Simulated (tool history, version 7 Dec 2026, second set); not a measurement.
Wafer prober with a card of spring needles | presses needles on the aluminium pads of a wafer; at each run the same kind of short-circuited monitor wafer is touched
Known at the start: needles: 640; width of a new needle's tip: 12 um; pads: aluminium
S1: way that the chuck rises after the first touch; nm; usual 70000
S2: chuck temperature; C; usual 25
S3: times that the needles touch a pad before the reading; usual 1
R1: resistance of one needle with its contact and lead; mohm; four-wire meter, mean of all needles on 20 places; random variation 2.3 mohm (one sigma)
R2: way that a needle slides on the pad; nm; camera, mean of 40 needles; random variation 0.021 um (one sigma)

run   hour     S1   S2  S3   R1     R2
  1    0.0  70000   25   1  289  10360
  2   17.6  70000   25   1  304  10340
  3   29.4  70000   25   1  299  10550
  4   40.4  70000   25   1  302  10580
  5   54.1  70000   25   1  279  10500
  6   72.3  70000   69   1  303  10530
  7   85.7  70000   69   1  317  10540
  8   94.6  70000   25   2  275  10480
  9  105.4  70000   37   1  283  10460
 10  122.0  57000   37   1  287   8490
 11  140.0  57000   37   1  288   8480
 12  157.2  57000   37   1  297   8430
 13  166.9  57000   37   1  275   8450
 14  180.8  57000   37   1  305   8420
 15  195.3  58000   84   1  295   8550
 16  208.1  60000   29   1  288   8850
 17  219.9  60000   29   1  285   9030
 18  229.8  70000   29   2  261  10590
 19  246.9  84000  111   2  291  12640
 20  264.5  71000  111   1  306  10680
 21  273.2  71000  111   1  329  10690
 22  283.8  70000   40   1  297  10480
 23  302.0  70000   40   1  306  10500
 24  316.5  60000   54   2  276   8950
 25  332.6  79000   25   2  259  11790
 26  343.4  69000   27   2  260  10220

Taken out of this log: 63 entries between the listed runs. Where each belongs, and how the hidden state differs across it:
Between runs 1 and 2: tips cleaned on abrasive film (hour 2.5); tips cleaned on abrasive film (hour 7.8); tips cleaned on abrasive film (hour 13.0)
  debris on the tips, nm: 102.1 -> 132; way that the needles fall short of the set height, um: 1.35 -> 1.53; tips' diameter, um: 12.99 -> 13.05
  measured less the result without the state, R1: +35 -> +47 mohm; R2: -200 -> -230 nm
Between runs 2 and 3: tips cleaned on abrasive film (hour 18.9); tips cleaned on abrasive film (hour 25.0); height of the first contact set anew (hour 25.3)
  debris on the tips, nm: 132 -> 128.3; way that the needles fall short of the set height, um: 1.53 -> 0; tips' diameter, um: 13.05 -> 13.09
  measured less the result without the state, R1: +47 -> +44 mohm; R2: -230 -> +0 nm
Between runs 3 and 4: tips cleaned on abrasive film (hour 30.7); tips cleaned on abrasive film (hour 36.3)
  debris on the tips, nm: 128.3 -> 130.6; way that the needles fall short of the set height, um: 0 -> 0.09; tips' diameter, um: 13.09 -> 13.12
  measured less the result without the state, R1: +44 -> +45 mohm; R2: +0 -> -20 nm
Between runs 4 and 5: tips cleaned on abrasive film (hour 41.7); tips cleaned on abrasive film (hour 47.2); tips cleaned on abrasive film (hour 52.4)
  debris on the tips, nm: 130.6 -> 63.5; way that the needles fall short of the set height, um: 0.09 -> 0.22; tips' diameter, um: 13.12 -> 13.17
  measured less the result without the state, R1: +45 -> +21 mohm; R2: -20 -> -30 nm
Between runs 5 and 6: tips cleaned on abrasive film (hour 57.8); tips cleaned on abrasive film (hour 63.7); tips cleaned on abrasive film (hour 69.6)
  debris on the tips, nm: 63.5 -> 104; way that the needles fall short of the set height, um: 0.22 -> 0.35; tips' diameter, um: 13.17 -> 13.21
  measured less the result without the state, R1: +21 -> +36 mohm; R2: -30 -> -60 nm
Between runs 6 and 7: tips cleaned on abrasive film (hour 75.4); tips cleaned on abrasive film (hour 80.9)
  debris on the tips, nm: 104 -> 132.4; way that the needles fall short of the set height, um: 0.35 -> 0.46; tips' diameter, um: 13.21 -> 13.25
  measured less the result without the state, R1: +36 -> +45 mohm; R2: -60 -> -70 nm
Between runs 7 and 8: tips cleaned on abrasive film (hour 86.9); tips cleaned on abrasive film (hour 92.4)
  debris on the tips, nm: 132.4 -> 78.4; way that the needles fall short of the set height, um: 0.46 -> 0.54; tips' diameter, um: 13.25 -> 13.28
  measured less the result without the state, R1: +45 -> +15 mohm; R2: -70 -> -80 nm
Between runs 8 and 9: tips cleaned on abrasive film (hour 98.0); tips cleaned on abrasive film (hour 103.9)
  debris on the tips, nm: 78.4 -> 73.4; way that the needles fall short of the set height, um: 0.54 -> 0.64; tips' diameter, um: 13.28 -> 13.31
  measured less the result without the state, R1: +15 -> +24 mohm; R2: -80 -> -100 nm
Between runs 9 and 10: tips cleaned on abrasive film (hour 108.9); tips cleaned on abrasive film (hour 114.6); tips cleaned on abrasive film (hour 120.3)
  debris on the tips, nm: 73.4 -> 67.3; way that the needles fall short of the set height, um: 0.64 -> 0.79; tips' diameter, um: 13.31 -> 13.36
  measured less the result without the state, R1: +24 -> +25 mohm; R2: -100 -> -120 nm
Between runs 10 and 11: tips cleaned on abrasive film (hour 126.1); tips cleaned on abrasive film (hour 132.1); tips cleaned on abrasive film (hour 138.0)
  debris on the tips, nm: 67.3 -> 75.5; way that the needles fall short of the set height, um: 0.79 -> 0.94; tips' diameter, um: 13.36 -> 13.42
  measured less the result without the state, R1: +25 -> +28 mohm; R2: -120 -> -140 nm
Between runs 11 and 12: tips cleaned on abrasive film (hour 143.6); tips cleaned on abrasive film (hour 148.8); tips cleaned on abrasive film (hour 154.5)
  debris on the tips, nm: 75.5 -> 90.8; way that the needles fall short of the set height, um: 0.94 -> 1.05; tips' diameter, um: 13.42 -> 13.46
  measured less the result without the state, R1: +28 -> +35 mohm; R2: -140 -> -160 nm
Between runs 12 and 13: tips cleaned on abrasive film (hour 160.2); tips cleaned on abrasive film (hour 165.9)
  debris on the tips, nm: 90.8 -> 44.2; way that the needles fall short of the set height, um: 1.05 -> 1.17; tips' diameter, um: 13.46 -> 13.5
  measured less the result without the state, R1: +35 -> +16 mohm; R2: -160 -> -180 nm
Between runs 13 and 14: tips cleaned on abrasive film (hour 171.7); tips cleaned on abrasive film (hour 177.2)
  debris on the tips, nm: 44.2 -> 111.3; way that the needles fall short of the set height, um: 1.17 -> 1.26; tips' diameter, um: 13.5 -> 13.53
  measured less the result without the state, R1: +16 -> +43 mohm; R2: -180 -> -190 nm
Between runs 14 and 15: tips cleaned on abrasive film (hour 183.0); tips cleaned on abrasive film (hour 188.8); tips cleaned on abrasive film (hour 194.8)
  debris on the tips, nm: 111.3 -> 36; way that the needles fall short of the set height, um: 1.26 -> 1.39; tips' diameter, um: 13.53 -> 13.57
  measured less the result without the state, R1: +43 -> +13 mohm; R2: -190 -> -210 nm
Between runs 15 and 16: tips cleaned on abrasive film (hour 199.9); tips cleaned on abrasive film (hour 206.0)
  debris on the tips, nm: 36 -> 80.4; way that the needles fall short of the set height, um: 1.39 -> 1.47; tips' diameter, um: 13.57 -> 13.6
  measured less the result without the state, R1: +13 -> +29 mohm; R2: -210 -> -220 nm
Between runs 16 and 17: tips cleaned on abrasive film (hour 211.3); height of the first contact set anew (hour 216.4); tips cleaned on abrasive film (hour 217.7)
  debris on the tips, nm: 80.4 -> 76.3; way that the needles fall short of the set height, um: 1.47 -> 0.05; tips' diameter, um: 13.6 -> 13.63
  measured less the result without the state, R1: +29 -> +27 mohm; R2: -220 -> -10 nm
Between runs 17 and 18: tips cleaned on abrasive film (hour 223.7); tips cleaned on abrasive film (hour 229.8)
  debris on the tips, nm: 76.3 -> 6.5; way that the needles fall short of the set height, um: 0.05 -> 0.14; tips' diameter, um: 13.63 -> 13.67
  measured less the result without the state, R1: +27 -> +0 mohm; R2: -10 -> -20 nm
Between runs 18 and 19: tips cleaned on abrasive film (hour 235.1); tips cleaned on abrasive film (hour 240.4); tips cleaned on abrasive film (hour 246.1)
  debris on the tips, nm: 6.5 -> 44; way that the needles fall short of the set height, um: 0.14 -> 0.29; tips' diameter, um: 13.67 -> 13.72
  measured less the result without the state, R1: +0 -> +7 mohm; R2: -20 -> -40 nm
Between runs 19 and 20: tips cleaned on abrasive film (hour 251.6); tips cleaned on abrasive film (hour 257.6); tips cleaned on abrasive film (hour 263.3)
  debris on the tips, nm: 44 -> 62.7; way that the needles fall short of the set height, um: 0.29 -> 0.44; tips' diameter, um: 13.72 -> 13.77
  measured less the result without the state, R1: +7 -> +19 mohm; R2: -40 -> -70 nm
Between runs 20 and 21: tips cleaned on abrasive film (hour 268.8)
  debris on the tips, nm: 62.7 -> 124.8; way that the needles fall short of the set height, um: 0.44 -> 0.48; tips' diameter, um: 13.77 -> 13.78
  measured less the result without the state, R1: +19 -> +41 mohm; R2: -70 -> -70 nm
Between runs 21 and 22: tips cleaned on abrasive film (hour 274.5); tips cleaned on abrasive film (hour 280.4)
  debris on the tips, nm: 124.8 -> 105.4; way that the needles fall short of the set height, um: 0.48 -> 0.56; tips' diameter, um: 13.78 -> 13.81
  measured less the result without the state, R1: +41 -> +34 mohm; R2: -70 -> -90 nm
Between runs 22 and 23: tips cleaned on abrasive film (hour 286.4); tips cleaned on abrasive film (hour 291.8); tips cleaned on abrasive film (hour 297.5)
  debris on the tips, nm: 105.4 -> 132.6; way that the needles fall short of the set height, um: 0.56 -> 0.7; tips' diameter, um: 13.81 -> 13.86
  measured less the result without the state, R1: +34 -> +43 mohm; R2: -90 -> -110 nm
Between runs 23 and 24: tips cleaned on abrasive film (hour 303.3); tips cleaned on abrasive film (hour 309.5); tips cleaned on abrasive film (hour 315.1)
  debris on the tips, nm: 132.6 -> 56; way that the needles fall short of the set height, um: 0.7 -> 0.84; tips' diameter, um: 13.86 -> 13.91
  measured less the result without the state, R1: +43 -> +11 mohm; R2: -110 -> -130 nm
Between runs 24 and 25: tips cleaned on abrasive film (hour 320.5); tips cleaned on abrasive film (hour 326.4); tips cleaned on abrasive film (hour 332.3)
  debris on the tips, nm: 56 -> 25.9; way that the needles fall short of the set height, um: 0.84 -> 1; tips' diameter, um: 13.91 -> 13.96
  measured less the result without the state, R1: +11 -> +4 mohm; R2: -130 -> -150 nm
Between runs 25 and 26: tips cleaned on abrasive film (hour 338.3); tips cleaned on abrasive film (hour 343.4)
  debris on the tips, nm: 25.9 -> 14.4; way that the needles fall short of the set height, um: 1 -> 1.12; tips' diameter, um: 13.96 -> 14.01
  measured less the result without the state, R1: +4 -> +2 mohm; R2: -150 -> -170 nm
